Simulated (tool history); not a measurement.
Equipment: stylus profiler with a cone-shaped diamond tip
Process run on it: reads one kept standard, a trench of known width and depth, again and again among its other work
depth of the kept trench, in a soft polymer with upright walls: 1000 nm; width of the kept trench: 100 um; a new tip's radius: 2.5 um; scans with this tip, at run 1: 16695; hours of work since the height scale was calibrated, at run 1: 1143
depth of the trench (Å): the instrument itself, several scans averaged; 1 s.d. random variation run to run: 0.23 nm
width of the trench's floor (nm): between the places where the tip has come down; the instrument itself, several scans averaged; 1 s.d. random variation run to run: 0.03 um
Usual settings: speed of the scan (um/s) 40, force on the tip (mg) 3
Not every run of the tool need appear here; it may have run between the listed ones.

run,hour,speed of the scan (um/s),force on the tip (mg),scans with this tip,hours of work since the height scale was calibrated,depth of the trench (Å),width of the trench's floor (nm)
1,0,40,3,16695,1143,10194.3,95820
2,67.1,51,3,17292,1184,10191.3,95730
3,183.9,51,3,18329,1255,10191.6,95750
4,248.4,51,3,18902,1294,10195.2,95750
5,359.4,51,3.02,19889,1362,10197.9,95780
6,495.5,10,3,21098,1445,10195.6,95940
7,567.3,10,3,21736,1488,10195,95940
# hour 692: new tip fitted, height scale calibrated
8,694.4,40,3,22,1,10195.4,95850
9,776.7,40,3,753,51,10192.9,95850
10,918.8,40,3,2015,138,10196.4,95830
11,981.8,10,3,2576,176,10190.7,96010
12,1115.9,23,3,3767,258,10195,95840
13,1178.6,40,3,4324,296,10189.4,95840
14,1237.1,40,3,4844,332,10191.9,95820
15,1310,40,3,5492,376,10193.4,95830
16,1397.9,40,3,6273,429,10194.1,95860
17,1481.1,23,3,7012,480,10191.7,95870
18,1590.7,23,3,7986,547,10194.7,95890
19,1712.4,23,3,9067,621,10189.3,95870
20,1800.4,23,3,9850,674,10191.5,95860
21,1868.3,39,3,10453,716,10189.3,95830
22,1934.3,39,3,11039,756,10198.1,95810
23,2011.6,40,3,11726,803,10193,95810

What does the tool deliver on the next run?
24,2103.3,22,3.64,12541,859,?,?

For run 24 the tool returned depth of the trench (Å) 10220.9, width of the trench's floor (nm) 95880.
Without the tool's hidden state the same run would have given depth of the trench (Å) 10221, width of the trench's floor (nm) 95900.

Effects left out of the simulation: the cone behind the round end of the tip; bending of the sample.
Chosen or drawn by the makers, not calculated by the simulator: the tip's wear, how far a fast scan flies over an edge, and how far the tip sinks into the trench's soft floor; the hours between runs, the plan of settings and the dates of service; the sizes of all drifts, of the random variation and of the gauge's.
